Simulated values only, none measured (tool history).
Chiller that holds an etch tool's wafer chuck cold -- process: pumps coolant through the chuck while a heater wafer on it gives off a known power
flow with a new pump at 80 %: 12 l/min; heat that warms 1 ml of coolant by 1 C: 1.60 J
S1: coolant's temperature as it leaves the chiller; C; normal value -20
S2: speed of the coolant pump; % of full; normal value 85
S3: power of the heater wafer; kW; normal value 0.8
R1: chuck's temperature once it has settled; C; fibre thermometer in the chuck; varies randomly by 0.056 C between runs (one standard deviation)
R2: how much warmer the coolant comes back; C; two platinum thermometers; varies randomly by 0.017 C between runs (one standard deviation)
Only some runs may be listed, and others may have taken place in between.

run 1 hour=0 | S1=-20 S2=85 S3=0.8 | R1=-14.12 R2=2.33
run 2 hour=28.1 | S1=-20 S2=85 S3=1.032 | R1=-12.53 R2=3.02
run 3 hour=63.6 | S1=-20 S2=85 S3=1.032 | R1=-12.44 R2=3.02
run 4 hour=101.1 | S1=-20 S2=85 S3=1.032 | R1=-12.51 R2=3.01
run 5 hour=149.1 | S1=-20 S2=85 S3=1.032 | R1=-12.5 R2=3.02
run 6 hour=182.2 | S1=-20 S2=67 S3=0.8 | R1=-12.7 R2=3.03
run 7 hour=230.9 | S1=-20 S2=85 S3=0.8 | R1=-14.24 R2=2.35
run 8 hour=261.4 | S1=-20 S2=85 S3=0.8 | R1=-14.1 R2=2.34
run 9 hour=291.6 | S1=-20 S2=85 S3=0.547 | R1=-16.02 R2=1.63
run 10 hour=324.9 | S1=-20 S2=85 S3=0.547 | R1=-15.99 R2=1.64
run 11 hour=376.3 | S1=-20 S2=85 S3=0.547 | R1=-16.14 R2=1.6
run 12 hour=441.2 | S1=-20 S2=85 S3=0.547 | R1=-16.14 R2=1.62
run 13 hour=500.4 | S1=-20 S2=85 S3=0.8 | R1=-14.23 R2=2.34
run 14 hour=541.1 | S1=-20 S2=85 S3=0.79 | R1=-14.46 R2=2.3
run 15 hour=592.4 | S1=-20 S2=85 S3=0.8 | R1=-14.34 R2=2.37
run 16 hour=652.3 | S1=-20 S2=85 S3=0.8 | R1=-14.27 R2=2.33
run 17 hour=686.4 | S1=-12 S2=64 S3=0.8 | R1=-4.59 R2=3.18
run 18 hour=716.4 | S1=-27 S2=85 S3=0.933 | R1=-20.35 R2=2.74
run 19 hour=773.2 | S1=-27 S2=85 S3=0.933 | R1=-20.41 R2=2.73
run 20 hour=805.5 | S1=-27 S2=85 S3=0.933 | R1=-20.4 R2=2.72
run 21 hour=852.3 | S1=-10 S2=85 S3=0.933 | R1=-3.45 R2=2.72
run 22 hour=895.7 | S1=-10 S2=61 S3=0.465 | R1=-5.64 R2=1.95
run 23 hour=932.9 | S1=-10 S2=61 S3=0.465 | R1=-5.54 R2=1.93
run 24 hour=992 | S1=-20 S2=85 S3=0.8 | R1=-14.31 R2=2.34
run 25 hour=1031.2 | S1=-21 S2=93 S3=0.8 | R1=-15.82 R2=2.15
run 26 hour=1081.2 | S1=-27 S2=84 S3=0.8 | R1=-21.42 R2=2.37
run 27 hour=1128.4 | S1=-20 S2=86 S3=0.624 | R1=-15.83 R2=1.8
run 28 hour=1178.2 | S1=-18 S2=89 S3=1.17 | R1=-10.23 R2=3.27
run 29 hour=1244.2 | S1=-18 S2=89 S3=1.17 | R1=-10.07 R2=3.26
run 30 hour=1277.4 | S1=-12 S2=97 S3=0.402 | R1=-9.79 R2=1.02
run 31 hour=1317.6 | S1=-16 S2=70 S3=0.417 | R1=-12.73 R2=1.51

Consider 3 possible next runs. They are alternatives, not a sequence: every one starts from the tool as it was left by run 31. What does each give?
run A hour=1370.4 | S1=-28 S2=90 S3=0.515 | R1=? R2=?
run B hour=1370.4 | S1=-27 S2=70 S3=0.417 | R1=? R2=?
run C hour=1370.4 | S1=-21 S2=72 S3=0.8 | R1=? R2=?

run=A R1=-24.82 R2=1.45
run=B R1=-23.75 R2=1.53
run=C R1=-14.47 R2=2.82
With no hidden state in the tool, these same runs would have given:
run=A R1=-24.45 R2=1.44
run=B R1=-23.39 R2=1.53
run=C R1=-14.11 R2=2.82

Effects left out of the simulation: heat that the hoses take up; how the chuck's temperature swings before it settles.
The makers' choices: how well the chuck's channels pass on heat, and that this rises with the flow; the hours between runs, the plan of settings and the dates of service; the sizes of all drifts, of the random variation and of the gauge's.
